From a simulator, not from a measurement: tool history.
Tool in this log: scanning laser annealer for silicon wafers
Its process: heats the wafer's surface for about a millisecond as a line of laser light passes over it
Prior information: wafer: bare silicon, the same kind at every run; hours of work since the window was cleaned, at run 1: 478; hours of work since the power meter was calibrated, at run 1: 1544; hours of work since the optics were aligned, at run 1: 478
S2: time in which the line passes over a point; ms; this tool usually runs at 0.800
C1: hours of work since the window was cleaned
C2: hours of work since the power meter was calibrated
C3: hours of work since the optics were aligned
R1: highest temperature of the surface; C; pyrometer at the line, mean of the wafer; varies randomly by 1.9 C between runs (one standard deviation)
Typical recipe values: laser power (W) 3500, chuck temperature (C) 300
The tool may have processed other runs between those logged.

Run 1, hour 0.0: usual settings; C1 478; C2 1544; C3 478. Result: R1 1051 C.
Run 2, hour 31.0: usual settings; C1 497; C2 1563; C3 497. Result: R1 1049 C.
Run 3, hour 70.8: usual settings; C1 522; C2 1588; C3 522. Result: R1 1038 C.
Run 4, hour 121.1: usual settings; C1 554; C2 1619; C3 554. Result: R1 1042 C.
Run 5, hour 164.7: usual settings; C1 581; C2 1647; C3 581. Result: R1 1039 C.
At hour 203.8: window over the wafer cleaned.
Run 6, hour 206.6: usual settings; C1 2; C2 1672; C3 606. Result: R1 1087 C.
Run 7, hour 262.4: usual settings; C1 37; C2 1707; C3 641. Result: R1 1085 C.
Run 8, hour 306.8: usual settings but chuck temperature (C) 284; C1 65; C2 1735; C3 669. Result: R1 1062 C.
Run 9, hour 355.3: usual settings but S2 0.710 ms; C1 95; C2 1765; C3 699. Result: R1 1029 C.
Run 10, hour 394.5: usual settings but S2 0.710 ms; C1 120; C2 1790; C3 724. Result: R1 1027 C.
Run 11, hour 427.0: usual settings; C1 140; C2 1810; C3 744. Result: R1 1072 C.
Run 12, hour 457.5: usual settings; C1 159; C2 1829; C3 764. Result: R1 1068 C.
Run 13, hour 506.6: usual settings; C1 190; C2 1860; C3 794. Result: R1 1067 C.
Run 14, hour 567.5: usual settings but S2 0.841 ms; C1 228; C2 1898; C3 833. Result: R1 1081 C.
Run 15, hour 614.0: usual settings; C1 257; C2 1927; C3 862. Result: R1 1059 C.
Run 16, hour 656.2: usual settings but laser power (W) 3642, chuck temperature (C) 279; C1 284; C2 1954; C3 888. Result: R1 1071 C.
Run 17, hour 698.1: usual settings but S2 0.676 ms, chuck temperature (C) 295; C1 310; C2 1980; C3 914. Result: R1 986 C.
Run 18, hour 758.8: usual settings but S2 0.571 ms, chuck temperature (C) 335; C1 348; C2 2018; C3 952. Result: R1 968 C.
Run 19, hour 818.2: usual settings but laser power (W) 3345, S2 0.572 ms, chuck temperature (C) 311; C1 385; C2 2055; C3 990. Result: R1 909 C.
Run 20, hour 863.0: usual settings but laser power (W) 3345, S2 0.572 ms, chuck temperature (C) 311; C1 413; C2 2084; C3 1018. Result: R1 906 C.
Run 21, hour 900.5: usual settings but laser power (W) 3345, S2 0.572 ms, chuck temperature (C) 311; C1 437; C2 2107; C3 1041. Result: R1 905 C.
Run 22, hour 947.9: usual settings but laser power (W) 3454, S2 0.777 ms; C1 467; C2 2137; C3 1071. Result: R1 1016 C.
Run 23, hour 981.4: usual settings but laser power (W) 3539, S2 0.795 ms; C1 488; C2 2158; C3 1092. Result: R1 1044 C.
Run 24, hour 1011.5: usual settings but laser power (W) 3033, S2 0.819 ms, chuck temperature (C) 263; C1 507; C2 2177; C3 1111. Result: R1 888 C.
Run 25, hour 1048.7: usual settings but laser power (W) 3840, S2 0.843 ms, chuck temperature (C) 316; C1 530; C2 2200; C3 1134. Result: R1 1153 C.
Run 26, hour 1115.6: usual settings but laser power (W) 3840, S2 0.719 ms, chuck temperature (C) 329; C1 572; C2 2242; C3 1176. Result: R1 1100 C.
Run 27, hour 1143.6: usual settings but laser power (W) 3286, S2 0.973 ms, chuck temperature (C) 268; C1 589; C2 2260; C3 1194. Result: R1 1011 C.
At hour 1169.6: window over the wafer cleaned.
Run 28, hour 1208.8: usual settings but laser power (W) 3444, chuck temperature (C) 295; C1 25; C2 2299; C3 1233. Result: R1 1051 C.
Run 29, hour 1270.6: usual settings but laser power (W) 3272, S2 0.920 ms, chuck temperature (C) 308; C1 63; C2 2338; C3 1272. Result: R1 1070 C.
Run 30, hour 1304.3: usual settings but chuck temperature (C) 309; C1 84; C2 2359; C3 1293. Result: R1 1074 C.

What differs in the tool's unlogged condition from the final listed run ahead of each entry between runs to the first listed run following it?
Logged between run 5 and run 6: window over the wafer cleaned (hour 203.8)
  light that passes the window, % of a clean one's: 94.6 -> 99.73; laser's true power over the reading, %: -0.21 -> -0.22; width of the line over the set one, %: 2.17 -> 2.25
  measured minus no-state result, R1: -64 -> -17 C
Logged between run 27 and run 28: window over the wafer cleaned (hour 1169.6)
  light that passes the window, % of a clean one's: 94.6 -> 99.75; laser's true power over the reading, %: -0.37 -> -0.38; width of the line over the set one, %: 4.41 -> 4.56
  measured minus no-state result, R1: -78 -> -29 C
